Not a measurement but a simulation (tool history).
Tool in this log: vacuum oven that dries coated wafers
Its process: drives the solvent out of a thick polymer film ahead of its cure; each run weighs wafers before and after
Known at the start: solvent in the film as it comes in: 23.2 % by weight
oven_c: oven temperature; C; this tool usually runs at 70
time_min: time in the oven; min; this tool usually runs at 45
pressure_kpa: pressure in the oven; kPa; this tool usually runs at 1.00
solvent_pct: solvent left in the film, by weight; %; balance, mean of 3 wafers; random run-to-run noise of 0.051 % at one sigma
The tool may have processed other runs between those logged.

run,hour,oven_c,time_min,pressure_kpa,solvent_pct
1,0.0,70,45,1.00,0.92
2,16.8,70,45,1.00,0.89
3,45.9,70,45,1.00,0.86
4,65.1,70,45,1.00,0.94
5,91.3,70,45,1.00,0.89
6,120.3,70,45,1.00,0.89
7,142.2,70,45,0.87,0.82
8,170.5,70,45,1.00,0.94
9,194.1,70,45,1.00,0.99
10,214.1,70,45,1.00,0.96
11,230.7,70,45,1.00,0.90
12,257.3,70,45,1.00,0.89
13,275.5,70,45,1.00,0.92
14,291.5,72,45,1.64,0.79
15,313.3,72,45,1.64,0.87
16,334.9,74,28,1.64,1.55
17,357.3,74,28,3.69,2.05
18,376.5,56,37,1.40,6.53
19,397.5,62,24,0.95,6.27
20,422.6,68,45,1.82,1.45
21,443.1,70,45,1.06,0.87
22,464.6,70,45,1.06,0.83

Consider 5 possible next runs. They are alternatives, not a sequence: every one starts from the tool as it was left by run 22. What does each give?
A,479.6,83,59,1.00,?
B,479.6,70,31,1.06,?
C,479.6,70,56,0.67,?
D,479.6,63,41,0.61,?
E,479.6,69,72,1.06,?

run,solvent_pct
A,0.27
B,1.84
C,0.51
D,2.54
E,0.47
Had the tool no hidden state, the same runs would have come out as:
run,solvent_pct
A,0.25
B,2.49
C,0.65
D,3.37
E,0.53
